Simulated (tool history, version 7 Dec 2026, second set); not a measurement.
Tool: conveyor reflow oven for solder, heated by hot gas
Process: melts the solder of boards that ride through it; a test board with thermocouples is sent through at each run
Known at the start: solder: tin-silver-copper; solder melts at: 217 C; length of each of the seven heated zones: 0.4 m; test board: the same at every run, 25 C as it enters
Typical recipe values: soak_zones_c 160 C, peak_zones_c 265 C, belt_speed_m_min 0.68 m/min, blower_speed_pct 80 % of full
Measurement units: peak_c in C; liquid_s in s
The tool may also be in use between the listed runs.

{"run": 1, "hour": 0.0, "soak_zones_c": 160, "peak_zones_c": 265, "belt_speed_m_min": 0.68, "blower_speed_pct": 80, "peak_c": 248.9, "liquid_s": 47.6}
{"run": 2, "hour": 11.3, "soak_zones_c": 160, "peak_zones_c": 265, "belt_speed_m_min": 0.68, "blower_speed_pct": 80, "peak_c": 249.4, "liquid_s": 47}
{"run": 3, "hour": 21.2, "soak_zones_c": 160, "peak_zones_c": 265, "belt_speed_m_min": 0.68, "blower_speed_pct": 66, "peak_c": 247.5, "liquid_s": 45.5}
{"run": 4, "hour": 30.8, "soak_zones_c": 160, "peak_zones_c": 265, "belt_speed_m_min": 0.68, "blower_speed_pct": 66, "peak_c": 246.5, "liquid_s": 45.3}
{"run": 5, "hour": 36.9, "soak_zones_c": 160, "peak_zones_c": 265, "belt_speed_m_min": 0.68, "blower_speed_pct": 72, "peak_c": 247.8, "liquid_s": 46}
{"run": 6, "hour": 50.2, "soak_zones_c": 160, "peak_zones_c": 265, "belt_speed_m_min": 0.68, "blower_speed_pct": 72, "peak_c": 247.5, "liquid_s": 46.3}
{"run": 7, "hour": 56.3, "soak_zones_c": 160, "peak_zones_c": 265, "belt_speed_m_min": 0.68, "blower_speed_pct": 72, "peak_c": 247.5, "liquid_s": 46.8}
{"run": 8, "hour": 65.4, "soak_zones_c": 160, "peak_zones_c": 265, "belt_speed_m_min": 0.68, "blower_speed_pct": 72, "peak_c": 247.6, "liquid_s": 46.1}
{"run": 9, "hour": 79.0, "soak_zones_c": 160, "peak_zones_c": 265, "belt_speed_m_min": 0.68, "blower_speed_pct": 72, "peak_c": 247.7, "liquid_s": 45.8}
{"run": 10, "hour": 90.7, "soak_zones_c": 160, "peak_zones_c": 265, "belt_speed_m_min": 0.68, "blower_speed_pct": 80, "peak_c": 248, "liquid_s": 47.2}
{"run": 11, "hour": 101.1, "soak_zones_c": 160, "peak_zones_c": 265, "belt_speed_m_min": 0.68, "blower_speed_pct": 80, "peak_c": 248.1, "liquid_s": 47.1}
{"run": 12, "hour": 112.3, "soak_zones_c": 160, "peak_zones_c": 265, "belt_speed_m_min": 0.68, "blower_speed_pct": 80, "peak_c": 249.3, "liquid_s": 47.1}
{"run": 13, "hour": 120.0, "soak_zones_c": 160, "peak_zones_c": 265, "belt_speed_m_min": 0.68, "blower_speed_pct": 80, "peak_c": 248.7, "liquid_s": 46.7}
{"run": 14, "hour": 134.5, "soak_zones_c": 160, "peak_zones_c": 265, "belt_speed_m_min": 0.68, "blower_speed_pct": 80, "peak_c": 248.5, "liquid_s": 46.9}
{"run": 15, "hour": 145.2, "soak_zones_c": 160, "peak_zones_c": 265, "belt_speed_m_min": 0.68, "blower_speed_pct": 80, "peak_c": 248.4, "liquid_s": 46.7}
{"run": 16, "hour": 154.8, "soak_zones_c": 160, "peak_zones_c": 265, "belt_speed_m_min": 0.68, "blower_speed_pct": 52, "peak_c": 244.3, "liquid_s": 41.9}
{"run": 17, "hour": 169.6, "soak_zones_c": 160, "peak_zones_c": 265, "belt_speed_m_min": 0.68, "blower_speed_pct": 52, "peak_c": 243.6, "liquid_s": 41}
{"run": 18, "hour": 180.2, "soak_zones_c": 160, "peak_zones_c": 265, "belt_speed_m_min": 0.68, "blower_speed_pct": 52, "peak_c": 243.6, "liquid_s": 41.8}
{"hour": 193.3, "done": "flux residue cleaned out of gas plates and filters"}
{"run": 19, "hour": 199.1, "soak_zones_c": 160, "peak_zones_c": 265, "belt_speed_m_min": 0.551, "blower_speed_pct": 52, "peak_c": 254.4, "liquid_s": 65.4}
{"run": 20, "hour": 207.9, "soak_zones_c": 165, "peak_zones_c": 259, "belt_speed_m_min": 0.639, "blower_speed_pct": 60, "peak_c": 246.3, "liquid_s": 51.2}
{"run": 21, "hour": 222.2, "soak_zones_c": 160, "peak_zones_c": 256, "belt_speed_m_min": 0.76, "blower_speed_pct": 80, "peak_c": 240.7, "liquid_s": 36.7}
{"run": 22, "hour": 235.8, "soak_zones_c": 171, "peak_zones_c": 265, "belt_speed_m_min": 0.559, "blower_speed_pct": 80, "peak_c": 257.7, "liquid_s": 70.2}
{"run": 23, "hour": 250.1, "soak_zones_c": 171, "peak_zones_c": 265, "belt_speed_m_min": 0.559, "blower_speed_pct": 80, "peak_c": 257.7, "liquid_s": 71.3}
{"run": 24, "hour": 261.5, "soak_zones_c": 171, "peak_zones_c": 265, "belt_speed_m_min": 0.559, "blower_speed_pct": 80, "peak_c": 257.3, "liquid_s": 70.5}
{"run": 25, "hour": 270.2, "soak_zones_c": 171, "peak_zones_c": 265, "belt_speed_m_min": 0.68, "blower_speed_pct": 54, "peak_c": 250.1, "liquid_s": 50.8}
{"run": 26, "hour": 283.6, "soak_zones_c": 171, "peak_zones_c": 265, "belt_speed_m_min": 0.68, "blower_speed_pct": 54, "peak_c": 250.1, "liquid_s": 51.3}
{"run": 27, "hour": 291.4, "soak_zones_c": 158, "peak_zones_c": 265, "belt_speed_m_min": 0.645, "blower_speed_pct": 80, "peak_c": 253, "liquid_s": 54}
{"run": 28, "hour": 301.0, "soak_zones_c": 158, "peak_zones_c": 265, "belt_speed_m_min": 0.645, "blower_speed_pct": 80, "peak_c": 252.7, "liquid_s": 54.1}
{"hour": 314.3, "done": "thermocouples of zones 6 and 7 changed"}
{"run": 29, "hour": 317.4, "soak_zones_c": 171, "peak_zones_c": 268, "belt_speed_m_min": 0.765, "blower_speed_pct": 80, "peak_c": 251.9, "liquid_s": 47.1}
{"run": 30, "hour": 326.6, "soak_zones_c": 155, "peak_zones_c": 265, "belt_speed_m_min": 0.712, "blower_speed_pct": 80, "peak_c": 249.7, "liquid_s": 44.7}
{"run": 31, "hour": 340.5, "soak_zones_c": 170, "peak_zones_c": 259, "belt_speed_m_min": 0.68, "blower_speed_pct": 80, "peak_c": 247.7, "liquid_s": 50.6}

Here are 4 independent what-if runs from the current tool condition. What would each one return?
{"run": "A", "hour": 354.3, "soak_zones_c": 160, "peak_zones_c": 265, "belt_speed_m_min": 0.707, "blower_speed_pct": 80, "peak_c": "?", "liquid_s": "?"}
{"run": "B", "hour": 354.3, "soak_zones_c": 162, "peak_zones_c": 257, "belt_speed_m_min": 0.68, "blower_speed_pct": 80, "peak_c": "?", "liquid_s": "?"}
{"run": "C", "hour": 354.3, "soak_zones_c": 150, "peak_zones_c": 270, "belt_speed_m_min": 0.68, "blower_speed_pct": 86, "peak_c": "?", "liquid_s": "?"}
{"run": "D", "hour": 354.3, "soak_zones_c": 170, "peak_zones_c": 259, "belt_speed_m_min": 0.742, "blower_speed_pct": 80, "peak_c": "?", "liquid_s": "?"}

run=A peak_c=251 liquid_s=46.9
run=B peak_c=245.4 liquid_s=46.2
run=C peak_c=256.2 liquid_s=50.5
run=D peak_c=245.3 liquid_s=43.8
What these runs would have given with no unlogged condition in the tool:
run=A peak_c=252.3 liquid_s=47.7
run=B peak_c=246.6 liquid_s=47.1
run=C peak_c=257.6 liquid_s=51.2
run=D peak_c=246.6 liquid_s=44.6
